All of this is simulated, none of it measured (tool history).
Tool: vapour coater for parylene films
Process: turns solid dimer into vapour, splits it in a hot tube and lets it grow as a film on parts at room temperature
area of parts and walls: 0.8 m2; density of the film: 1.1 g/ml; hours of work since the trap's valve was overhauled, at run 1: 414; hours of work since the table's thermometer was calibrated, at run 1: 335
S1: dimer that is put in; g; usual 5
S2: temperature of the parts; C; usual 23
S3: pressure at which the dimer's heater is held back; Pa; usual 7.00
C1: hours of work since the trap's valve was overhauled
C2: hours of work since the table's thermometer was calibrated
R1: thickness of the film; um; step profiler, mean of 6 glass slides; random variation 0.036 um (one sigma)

| run | day | S1 | S2 | S3 | C1 | C2 | R1 |
|---|---|---|---|---|---|---|---|
| 1 | 0.000 | 5 | 23 | 7.00 | 414 | 335 | 3.64 |
| 2 | 0.542 | 5 | 23 | 7.00 | 424 | 345 | 3.58 |
| 3 | 1.033 | 5 | 23 | 5.03 | 433 | 354 | 3.77 |
| 4 | 1.367 | 5 | 35 | 7.00 | 439 | 360 | 2.53 |
| 5 | 1.908 | 5 | 35 | 7.00 | 449 | 370 | 2.54 |
| 6 | 2.542 | 5 | 35 | 7.00 | 461 | 382 | 2.54 |
| 7 | 3.042 | 5 | 23 | 7.00 | 470 | 392 | 3.55 |
| 8 | 3.500 | 5 | 23 | 7.00 | 479 | 400 | 3.52 |
| 9 | 3.942 | 2 | 18 | 3.11 | 487 | 408 | 1.89 |
| 10 | 4.462 | 2 | 18 | 2.87 | 497 | 418 | 1.87 |
| 11 | 4.771 | 2 | 18 | 2.87 | 503 | 424 | 1.90 |
| 12 | 5.042 | 5 | 23 | 5.37 | 508 | 429 | 3.65 |
| 13 | 5.446 | 5 | 23 | 5.37 | 516 | 437 | 3.74 |
| 14 | 6.046 | 5 | 23 | 5.37 | 527 | 448 | 3.60 |

Hidden state or all else? Some run-to-run changes of R1, split into what the settings, what came in and random variation would give without the hidden state, and what is left for the hidden state (with any gauge scatter that isn't in both results):
The hidden state here: vapour lost through the trap's worn valve, %; true temperature of the parts over the reading, C; drift of the gauge itself on film_um, %.
Run 11 -> 12: S1 2 -> 5, S2 18 -> 23, S3 2.87 -> 5.37. R1 +1.75 um: hidden state -0.14, all else +1.89.
